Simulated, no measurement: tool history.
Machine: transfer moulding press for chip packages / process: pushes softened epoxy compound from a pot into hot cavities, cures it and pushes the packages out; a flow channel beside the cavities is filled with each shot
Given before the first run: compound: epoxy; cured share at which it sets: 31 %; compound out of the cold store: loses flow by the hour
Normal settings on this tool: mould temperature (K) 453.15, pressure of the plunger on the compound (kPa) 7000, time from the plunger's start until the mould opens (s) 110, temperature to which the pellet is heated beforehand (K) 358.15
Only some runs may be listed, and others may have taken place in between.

run	day	mould temperature (K)	pressure of the plunger on the compound (kPa)	time from the plunger's start until the mould opens (s)	temperature to which the pellet is heated beforehand (K)	incoming compound's hours out of the cold store	length that the compound runs in the flow channel (mm)	greatest force on the pins that push the packages out (N)
1	0	453.15	7000	110	358.15	19.7	627	450
2	0.325	453.15	7000	110	358.15	16.5	638	475
3	0.529	453.15	7000	110	358.15	39.1	559	499
4	0.829	453.15	7000	110	358.15	26	608	557
5	1.233	453.15	7000	134	358.15	24.2	601	477
6	1.429	453.15	7000	134	358.15	18.1	625	471
7	1.812	453.15	7000	134	358.15	33	576	477
8	2.138	453.15	7000	134	358.15	32.3	584	498
# day 2.296: cavities cleaned with cleaning compound and waxed
9	2.538	453.15	7000	110	362.15	31.5	583	462
10	2.838	453.15	7000	110	362.15	46.3	535	509
11	3.146	453.15	5540	99	350.15	22.8	551	681
12	3.583	446.15	5540	143	350.15	21.8	557	526
13	4	446.15	5540	143	350.15	27.1	531	570
14	4.425	446.15	6880	128	356.15	45.3	538	663
# day 4.6: cavities cleaned with cleaning compound and waxed
15	4.862	447.15	7000	110	358.15	31.4	591	650
16	5.204	447.15	7000	110	358.15	21.8	613	748
17	5.679	448.15	6830	125	359.15	14.2	638	594
18	5.929	448.15	7360	112	359.15	43.6	544	711
19	6.242	452.15	7500	129	349.15	30.4	604	511
20	6.55	452.15	7500	129	349.15	17.1	651	522

Consider 4 possible next runs. They are alternatives, not a sequence: every one starts from the tool as it was left by run 20. What does each give?
# day 6.883: cavities cleaned with cleaning compound and waxed
A	6.946	453.15	7000	110	351.15	11.8	?	?
# day 6.883: cavities cleaned with cleaning compound and waxed
B	6.946	449.15	7500	129	355.15	17.4	?	?
# day 6.883: cavities cleaned with cleaning compound and waxed
C	6.946	459.15	7000	109	358.15	36.9	?	?
# day 6.883: cavities cleaned with cleaning compound and waxed
D	6.946	452.15	6750	145	368.15	25	?	?

run	length that the compound runs in the flow channel (mm)	greatest force on the pins that push the packages out (N)
A	653	466
B	659	434
C	548	362
D	583	354
Stripped of hidden state, with their random variation kept, the same runs would have yielded:
run	length that the compound runs in the flow channel (mm)	greatest force on the pins that push the packages out (N)
A	693	462
B	699	428
C	581	352
D	618	343

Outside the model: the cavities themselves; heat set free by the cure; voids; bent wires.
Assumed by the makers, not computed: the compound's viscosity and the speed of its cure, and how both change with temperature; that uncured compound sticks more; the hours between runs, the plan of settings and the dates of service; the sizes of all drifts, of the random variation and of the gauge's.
